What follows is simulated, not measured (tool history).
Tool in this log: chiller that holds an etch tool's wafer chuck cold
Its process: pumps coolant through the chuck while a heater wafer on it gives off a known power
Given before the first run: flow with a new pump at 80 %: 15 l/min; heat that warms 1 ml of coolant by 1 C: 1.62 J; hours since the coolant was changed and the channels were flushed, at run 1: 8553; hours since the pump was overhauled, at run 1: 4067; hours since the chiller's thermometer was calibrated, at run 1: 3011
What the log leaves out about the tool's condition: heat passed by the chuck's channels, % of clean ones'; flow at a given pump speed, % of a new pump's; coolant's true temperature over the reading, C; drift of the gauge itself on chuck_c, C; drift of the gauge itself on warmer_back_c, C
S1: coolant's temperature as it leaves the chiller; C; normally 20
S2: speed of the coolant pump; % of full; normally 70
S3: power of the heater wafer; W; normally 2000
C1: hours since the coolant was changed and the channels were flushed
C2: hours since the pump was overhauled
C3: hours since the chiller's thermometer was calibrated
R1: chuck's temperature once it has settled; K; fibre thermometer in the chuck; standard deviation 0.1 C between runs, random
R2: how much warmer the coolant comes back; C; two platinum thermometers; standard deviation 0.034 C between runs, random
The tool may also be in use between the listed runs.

Run 1, hour 0: usual settings; C1 8553; C2 4067; C3 3011. Result: R1 313.85 K, R2 5.61 C.
Run 2, hour 81.1: usual settings; C1 8634; C2 4148; C3 3092. Result: R1 313.45 K, R2 5.72 C.
Run 3, hour 182.9: usual settings; C1 8735; C2 4250; C3 3194. Result: R1 313.75 K, R2 5.71 C.
Run 4, hour 272.4: usual settings; C1 8825; C2 4339; C3 3283. Result: R1 313.65 K, R2 5.74 C.
Run 5, hour 344.1: usual settings; C1 8897; C2 4411; C3 3355. Result: R1 313.75 K, R2 5.74 C.
Run 6, hour 423.5: usual settings; C1 8976; C2 4490; C3 3435. Result: R1 313.65 K, R2 5.74 C.
Run 7, hour 517.1: usual settings but S1 13 C; C1 9070; C2 4584; C3 3528. Result: R1 306.75 K, R2 5.74 C.
Run 8, hour 622.9: usual settings but S1 13 C; C1 9175; C2 4690; C3 3634. Result: R1 306.95 K, R2 5.72 C.
Run 9, hour 738.3: usual settings but S1 13 C; C1 9291; C2 4805; C3 3749. Result: R1 306.85 K, R2 5.8 C.
Run 10, hour 811.2: usual settings but S1 13 C; C1 9364; C2 4878; C3 3822. Result: R1 306.85 K, R2 5.81 C.
At hour 855.4: coolant changed, channels flushed.
Run 11, hour 881.9: usual settings but S1 11 C, S2 85 % of full, S3 1909 W; C1 26; C2 4943; C3 3887. Result: R1 301.55 K, R2 4.6 C.
Run 12, hour 947.1: usual settings but S2 98 % of full; C1 92; C2 5008; C3 3952. Result: R1 310.05 K, R2 4.14 C.
Run 13, hour 1054.6: usual settings but S1 18 C, S2 82 % of full; C1 199; C2 5115; C3 4060. Result: R1 309.95 K, R2 5.01 C.
Run 14, hour 1164.5: usual settings but S1 18 C, S2 82 % of full; C1 309; C2 5225; C3 4170. Result: R1 310.05 K, R2 4.94 C.
Run 15, hour 1277.5: usual settings but S1 18 C, S2 82 % of full; C1 422; C2 5338; C3 4283. Result: R1 310.15 K, R2 5.03 C.
Run 16, hour 1368.3: usual settings but S1 16 C, S2 68 % of full; C1 513; C2 5429; C3 4373. Result: R1 310.05 K, R2 6.05 C.
Run 17, hour 1432.2: usual settings but S3 1820 W; C1 577; C2 5493; C3 4437. Result: R1 311.85 K, R2 5.35 C.
Run 18, hour 1536.3: usual settings but S3 1201 W; C1 681; C2 5597; C3 4541. Result: R1 305.55 K, R2 3.68 C.
At hour 1545.5: gauge calibrated.
Run 19, hour 1636.3: usual settings but S1 28 C, S3 2655 W; C1 781; C2 5697; C3 4641. Result: R1 328.45 K, R2 7.56 C.

Each row is a separate what-if for the run after 19, all from the same tool condition, not one after another. Results?
Run A, hour 1751.6: usual settings but S1 13 C, S2 84 % of full; C1 896; C2 5812; C3 4757. Result: R1 ?, R2 ?.
Run B, hour 1751.6: usual settings but S2 89 % of full, S3 2616 W; C1 896; C2 5812; C3 4757. Result: R1 ?, R2 ?.
Run C, hour 1751.6: usual settings but S1 29 C; C1 896; C2 5812; C3 4757. Result: R1 ?, R2 ?.

run      R1    R2
  A  304.75  4.71
  B  316.65  5.85
  C  322.75  5.72
What these runs would have given with no unlogged condition in the tool:
run      R1    R2
  A  304.75  4.68
  B  316.65  5.82
  C  322.75  5.69
